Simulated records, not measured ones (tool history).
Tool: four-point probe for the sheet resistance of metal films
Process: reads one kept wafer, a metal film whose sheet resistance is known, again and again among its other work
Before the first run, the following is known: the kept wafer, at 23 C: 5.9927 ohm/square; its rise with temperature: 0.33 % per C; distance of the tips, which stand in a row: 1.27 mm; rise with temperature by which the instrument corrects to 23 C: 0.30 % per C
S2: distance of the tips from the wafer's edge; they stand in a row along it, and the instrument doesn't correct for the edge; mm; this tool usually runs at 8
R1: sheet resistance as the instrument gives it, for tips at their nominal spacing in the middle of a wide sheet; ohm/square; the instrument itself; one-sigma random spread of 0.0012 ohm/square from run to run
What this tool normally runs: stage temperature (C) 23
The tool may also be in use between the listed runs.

{"run": 1, "day": 0.0, "stage temperature (C)": 23, "S2": 8, "R1": 6.115321}
{"run": 2, "day": 4.238, "stage temperature (C)": 23, "S2": 8, "R1": 6.115627}
{"run": 3, "day": 6.379, "stage temperature (C)": 23, "S2": 48, "R1": 6.037654}
{"run": 4, "day": 10.604, "stage temperature (C)": 23, "S2": 19, "R1": 6.051653}
{"run": 5, "day": 14.408, "stage temperature (C)": 23, "S2": 19, "R1": 6.048403}
{"day": 14.746, "done": "stage's thermometer calibrated"}
{"run": 6, "day": 17.196, "stage temperature (C)": 22, "S2": 8, "R1": 6.114639}
{"run": 7, "day": 20.938, "stage temperature (C)": 23, "S2": 8, "R1": 6.113103}
{"run": 8, "day": 23.983, "stage temperature (C)": 23, "S2": 8, "R1": 6.116021}
{"run": 9, "day": 28.062, "stage temperature (C)": 23, "S2": 8, "R1": 6.115928}
{"run": 10, "day": 31.046, "stage temperature (C)": 27, "S2": 4, "R1": 6.350205}
{"run": 11, "day": 34.725, "stage temperature (C)": 23, "S2": 9, "R1": 6.099622}
{"day": 36.492, "done": "stage's thermometer calibrated, once more"}
{"run": 12, "day": 39.429, "stage temperature (C)": 28, "S2": 11, "R1": 6.092084}
{"run": 13, "day": 43.212, "stage temperature (C)": 18, "S2": 11, "R1": 6.075558}
{"run": 14, "day": 47.533, "stage temperature (C)": 18, "S2": 11, "R1": 6.076941}
{"run": 15, "day": 51.517, "stage temperature (C)": 18, "S2": 11, "R1": 6.078608}
{"run": 16, "day": 55.129, "stage temperature (C)": 23, "S2": 5, "R1": 6.24566}

The same runs without the tool's hidden state, with the same run-to-run variation:
Unlogged tool condition in this case: inner tips' distance over the nominal, %; tips' flats over new ones', %; wafer's true temperature over the reading, C; drift of the gauge itself on sheet_ohm, %.
run=1 R1=6.073602
run=2 R1=6.073565
run=3 R1=5.995918
run=4 R1=6.009482
run=5 R1=6.005984
run=6 R1=6.072978
run=7 R1=6.071224
run=8 R1=6.073878
run=9 R1=6.073458
run=10 R1=6.305973
run=11 R1=6.056767
run=12 R1=6.042263
run=13 R1=6.025685
run=14 R1=6.026762
run=15 R1=6.028114
run=16 R1=6.193617

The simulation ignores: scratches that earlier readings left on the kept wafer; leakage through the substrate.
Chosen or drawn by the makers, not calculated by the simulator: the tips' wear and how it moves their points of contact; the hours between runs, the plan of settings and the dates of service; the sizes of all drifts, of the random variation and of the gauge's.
